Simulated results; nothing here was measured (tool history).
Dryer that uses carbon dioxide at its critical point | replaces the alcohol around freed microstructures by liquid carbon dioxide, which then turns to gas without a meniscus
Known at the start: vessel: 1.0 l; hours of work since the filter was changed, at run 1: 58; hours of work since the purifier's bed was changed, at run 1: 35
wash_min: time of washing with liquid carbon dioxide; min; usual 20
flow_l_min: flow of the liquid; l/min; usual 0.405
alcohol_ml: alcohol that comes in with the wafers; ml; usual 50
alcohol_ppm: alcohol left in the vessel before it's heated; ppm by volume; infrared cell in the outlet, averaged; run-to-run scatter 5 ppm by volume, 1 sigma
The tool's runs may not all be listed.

run   hour  wash_min  flow_l_min  alcohol_ml  hours of work since the filter was changed  hours of work since the purifier's bed was changed  alcohol_ppm
  1    0.0        20       0.405          50                                          58                                                  35           36
  2   14.3        23       0.405          50                                          66                                                  44           11
  3   42.9        20       0.405          50                                          83                                                  60           41
  4   68.4        13       0.405          50                                          98                                                  75          426
  5   82.6        20       0.405          50                                         106                                                  83           42
  6  104.6        20       0.405          50                                         119                                                  96           48
  7  132.4        20       0.405          50                                         135                                                 112           46
  8  154.4        20       0.347          50                                         148                                                 125          129
  9  176.8        17       0.347          94                                         161                                                 138          575
 10  191.5        20       0.405          66                                         169                                                 147           69
 11  212.3        20       0.591          37                                         182                                                 159            8
 12  230.7        15       0.361          69                                         192                                                 170          647
 13  257.2        15       0.361          69                                         208                                                 185          653

5 ways to go on from here, each from the tool as it stands after run 13. What would each give?
  A  275.7        20       0.464          50                                         219                                                 196            ?
  B  275.7        27       0.667          69                                         219                                                 196            ?
  C  275.7        18       0.419          81                                         219                                                 196            ?
  D  275.7        15       0.361          31                                         219                                                 196            ?
  E  275.7        15       0.619          70                                         219                                                 196            ?

run  alcohol_ppm
  A           20
  B           11
  C          127
  D          323
  E           33
Had the tool no hidden state, the same runs would have come out as:
run  alcohol_ppm
  A            2
  B            0
  C           69
  D          220
  E           13
